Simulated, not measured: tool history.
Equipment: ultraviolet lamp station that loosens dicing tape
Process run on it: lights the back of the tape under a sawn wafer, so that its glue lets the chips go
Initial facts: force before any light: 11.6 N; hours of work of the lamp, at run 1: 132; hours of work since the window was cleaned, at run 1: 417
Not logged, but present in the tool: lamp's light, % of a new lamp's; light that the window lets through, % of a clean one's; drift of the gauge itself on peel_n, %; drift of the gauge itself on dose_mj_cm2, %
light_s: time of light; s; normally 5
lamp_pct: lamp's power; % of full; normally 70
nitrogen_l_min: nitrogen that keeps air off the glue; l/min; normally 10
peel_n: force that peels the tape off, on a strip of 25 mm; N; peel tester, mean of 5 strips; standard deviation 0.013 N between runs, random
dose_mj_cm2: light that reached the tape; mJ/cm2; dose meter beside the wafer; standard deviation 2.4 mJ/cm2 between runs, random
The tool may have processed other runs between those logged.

run,hour,light_s,lamp_pct,nitrogen_l_min,hours of work of the lamp,hours of work since the window was cleaned,peel_n,dose_mj_cm2
1,0.0,5,70,10,132,417,0.593,260
2,5.3,5,70,10,134,419,0.579,261
3,11.4,5,62,10,137,422,0.766,232
4,19.9,5,62,10,140,426,0.765,231
5,28.6,5,62,10,144,429,0.739,232
6,38.5,5,70,10,148,433,0.603,260
7,47.5,5,70,9,152,437,0.609,261
8,56.7,5,64,9,156,441,0.724,243
9,65.7,5,64,9,160,445,0.771,240
10,76.7,5,64,9,165,450,0.757,243
11,83.8,5,82,10,168,453,0.422,309
12,93.2,4,75,15,172,457,0.666,226
13,103.2,4,75,15,176,461,0.649,224
14,108.4,3,78,4,178,463,2.281,180
15,119.4,3,78,4,183,468,2.233,176
16,128.1,7,78,6,187,472,0.350,410
17,138.0,7,78,6,191,476,0.350,408
18,143.6,3,95,10,193,478,0.918,217
19,149.7,5,87,10,196,481,0.403,325
20,155.8,10,78,10,198,484,0.243,578
21,165.5,3,74,10,203,488,1.484,165
22,176.0,5,73,6,207,492,0.775,270

Consider 5 possible next runs. They are alternatives, not a sequence: every one starts from the tool as it was left by run 22. What does each give?
A,183.7,5,70,3,210,496,?,?
B,183.7,3,63,6,210,496,?,?
C,183.7,5,75,10,210,496,?,?
D,183.7,2,79,5,210,496,?,?
E,183.7,5,73,4,210,496,?,?

run,peel_n,dose_mj_cm2
A,1.314,258
B,2.496,144
C,0.522,282
D,3.427,117
E,1.008,280
Without the tool's hidden state the same runs would have given:
run,peel_n,dose_mj_cm2
A,1.311,258
B,2.492,144
C,0.521,282
D,3.422,117
E,1.006,280

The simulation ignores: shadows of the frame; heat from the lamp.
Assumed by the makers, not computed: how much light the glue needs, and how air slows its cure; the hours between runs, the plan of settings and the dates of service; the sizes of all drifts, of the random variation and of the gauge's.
